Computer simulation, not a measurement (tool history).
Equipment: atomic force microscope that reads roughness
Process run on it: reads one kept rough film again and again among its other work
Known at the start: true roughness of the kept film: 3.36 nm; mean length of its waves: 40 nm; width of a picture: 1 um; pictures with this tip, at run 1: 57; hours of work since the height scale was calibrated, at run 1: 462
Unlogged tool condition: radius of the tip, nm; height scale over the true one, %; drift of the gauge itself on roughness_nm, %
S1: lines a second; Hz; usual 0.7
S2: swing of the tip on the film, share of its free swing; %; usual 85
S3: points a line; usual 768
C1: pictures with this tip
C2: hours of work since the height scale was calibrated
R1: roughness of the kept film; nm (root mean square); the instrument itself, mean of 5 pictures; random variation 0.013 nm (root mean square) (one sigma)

Run 1, day 0: usual settings; C1 57; C2 462. Result: R1 2.932 nm (root mean square).
Run 2, day 1.133: usual settings; C1 123; C2 483. Result: R1 2.853 nm (root mean square).
At day 1.717: new tip fitted.
Run 3, day 1.888: usual settings; C1 10; C2 496. Result: R1 3.059 nm (root mean square).
Run 4, day 2.633: usual settings; C1 53; C2 509. Result: R1 2.96 nm (root mean square).
Run 5, day 3.725: usual settings; C1 116; C2 528. Result: R1 2.853 nm (root mean square).
At day 4.408: new tip fitted.
Run 6, day 4.929: usual settings; C1 30; C2 550. Result: R1 3.046 nm (root mean square).
Run 7, day 5.725: usual settings but S3 824; C1 76; C2 564. Result: R1 2.961 nm (root mean square).
Run 8, day 6.879: usual settings but S1 0.58 Hz; C1 142; C2 584. Result: R1 2.845 nm (root mean square).
At day 7.104: new tip fitted.
Run 9, day 7.842: usual settings; C1 42; C2 601. Result: R1 2.981 nm (root mean square).
Run 10, day 9.367: usual settings; C1 130; C2 628. Result: R1 2.843 nm (root mean square).
At day 9.762: new tip fitted.
Run 11, day 10.138: usual settings but S2 72 %; C1 21; C2 642. Result: R1 3.119 nm (root mean square).
Run 12, day 11.104: usual settings but S2 72 %; C1 77; C2 659. Result: R1 2.998 nm (root mean square).
At day 11.225: height scale calibrated on a step standard.
Run 13, day 11.921: usual settings but S3 740; C1 121; C2 12. Result: R1 2.869 nm (root mean square).
At day 12.488: new tip fitted.
Run 14, day 13.083: usual settings but S3 291; C1 34; C2 33. Result: R1 2.989 nm (root mean square).
Run 15, day 14.562: usual settings but S3 934; C1 119; C2 59. Result: R1 2.861 nm (root mean square).
At day 15.146: new tip fitted.
Run 16, day 15.521: usual settings but S1 1.351 Hz, S2 79 %, S3 296; C1 21; C2 76. Result: R1 2.981 nm (root mean square).
Run 17, day 16.6: usual settings but S1 1.093 Hz, S2 81 %, S3 590; C1 83; C2 95. Result: R1 2.894 nm (root mean square).
At day 17.108: height scale calibrated on a step standard, once more.
Run 18, day 17.458: usual settings but S1 1.093 Hz, S2 81 %, S3 590; C1 130; C2 6. Result: R1 2.865 nm (root mean square).
At day 17.962: new tip fitted.
Run 19, day 18.2: usual settings but S1 3.29 Hz, S2 57 %; C1 14; C2 19. Result: R1 3.069 nm (root mean square).
Run 20, day 19.433: usual settings but S1 0.866 Hz, S2 64 %; C1 85; C2 41. Result: R1 3.007 nm (root mean square).
At day 20.612: new tip fitted.
Run 21, day 20.888: usual settings but S1 2.226 Hz, S2 67 %, S3 298; C1 16; C2 67. Result: R1 2.998 nm (root mean square).
Run 22, day 22.038: usual settings but S1 2.226 Hz, S2 67 %, S3 298; C1 83; C2 87. Result: R1 2.926 nm (root mean square).
Run 23, day 22.846: usual settings but S1 2.226 Hz, S2 87 %, S3 298; C1 129; C2 102. Result: R1 2.6 nm (root mean square).
At day 23.325: new tip fitted.
Run 24, day 23.854: usual settings but S1 2.226 Hz, S2 87 %, S3 298; C1 30; C2 119. Result: R1 2.725 nm (root mean square).
Run 25, day 25.062: usual settings but S1 2.226 Hz, S2 87 %, S3 298; C1 99; C2 141. Result: R1 2.614 nm (root mean square).
Run 26, day 25.779: usual settings but S1 3.599 Hz, S2 74 %, S3 298; C1 141; C2 154. Result: R1 2.616 nm (root mean square).
At day 26.012: new tip fitted.
Run 27, day 27.296: usual settings but S1 1.412 Hz, S2 63 %, S3 352; C1 74; C2 180. Result: R1 2.982 nm (root mean square).
At day 28.667: new tip fitted.
Run 28, day 28.692: usual settings but S1 0.927 Hz, S2 63 %, S3 722; C1 1; C2 205. Result: R1 3.138 nm (root mean square).
Run 29, day 29.462: usual settings but S1 0.927 Hz, S2 63 %, S3 722; C1 45; C2 218. Result: R1 3.105 nm (root mean square).
Run 30, day 30.4: usual settings but S1 1.039 Hz, S3 663; C1 99; C2 235. Result: R1 2.844 nm (root mean square).

Entry by entry between the runs, the difference in hidden state between the last listed run before and the first listed run after:
After run 2, before run 3: new tip fitted (day 1.717)
  radius of the tip, nm: 14.8 -> 5.8; height scale over the true one, %: -0.22 -> -0.23
  difference, measured minus the result without the unlogged condition, R1: -0.229 -> -0.026 nm (root mean square)
After run 5, before run 6: new tip fitted (day 4.408)
  radius of the tip, nm: 14 -> 7.2; height scale over the true one, %: -0.25 -> -0.26
  difference, measured minus the result without the unlogged condition, R1: -0.212 -> -0.063 nm (root mean square)
After run 8, before run 9: new tip fitted (day 7.104)
  radius of the tip, nm: 15.4 -> 8.7; height scale over the true one, %: -0.28 -> -0.29
  difference, measured minus the result without the unlogged condition, R1: -0.244 -> -0.096 nm (root mean square)
After run 10, before run 11: new tip fitted (day 9.762)
  radius of the tip, nm: 14.5 -> 6.6; height scale over the true one, %: -0.31 -> -0.32
  difference, measured minus the result without the unlogged condition, R1: -0.225 -> -0.05 nm (root mean square)
After run 12, before run 13: height scale calibrated on a step standard (day 11.225)
  radius of the tip, nm: 10.7 -> 13.8; height scale over the true one, %: -0.33 -> -0.46
  difference, measured minus the result without the unlogged condition, R1: -0.146 -> -0.215 nm (root mean square)
After run 13, before run 14: new tip fitted (day 12.488)
  radius of the tip, nm: 13.8 -> 7.3; height scale over the true one, %: -0.46 -> -0.47
  difference, measured minus the result without the unlogged condition, R1: -0.215 -> -0.069 nm (root mean square)
After run 15, before run 16: new tip fitted (day 15.146)
  radius of the tip, nm: 13.3 -> 6.4; height scale over the true one, %: -0.49 -> -0.5
  difference, measured minus the result without the unlogged condition, R1: -0.204 -> -0.048 nm (root mean square)
After run 17, before run 18: height scale calibrated on a step standard, once more (day 17.108)
  radius of the tip, nm: 11 -> 14.1; height scale over the true one, %: -0.51 -> -0.03
  difference, measured minus the result without the unlogged condition, R1: -0.153 -> -0.208 nm (root mean square)
After run 18, before run 19: new tip fitted (day 17.962)
  radius of the tip, nm: 14.1 -> 6.3; height scale over the true one, %: -0.03 -> -0.04
  difference, measured minus the result without the unlogged condition, R1: -0.208 -> -0.034 nm (root mean square)
After run 20, before run 21: new tip fitted (day 20.612)
  radius of the tip, nm: 11.1 -> 6; height scale over the true one, %: -0.05 -> -0.07
  difference, measured minus the result without the unlogged condition, R1: -0.149 -> -0.026 nm (root mean square)
After run 23, before run 24: new tip fitted (day 23.325)
  radius of the tip, nm: 13.4 -> 7.5; height scale over the true one, %: -0.09 -> -0.1
  difference, measured minus the result without the unlogged condition, R1: -0.176 -> -0.057 nm (root mean square)
After run 26, before run 27: new tip fitted (day 26.012)
  radius of the tip, nm: 14.9 -> 10.4; height scale over the true one, %: -0.13 -> -0.14
  difference, measured minus the result without the unlogged condition, R1: -0.211 -> -0.134 nm (root mean square)
After run 27, before run 28: new tip fitted (day 28.667)
  radius of the tip, nm: 10.4 -> 5.2; height scale over the true one, %: -0.14 -> -0.16
  difference, measured minus the result without the unlogged condition, R1: -0.134 -> -0.009 nm (root mean square)
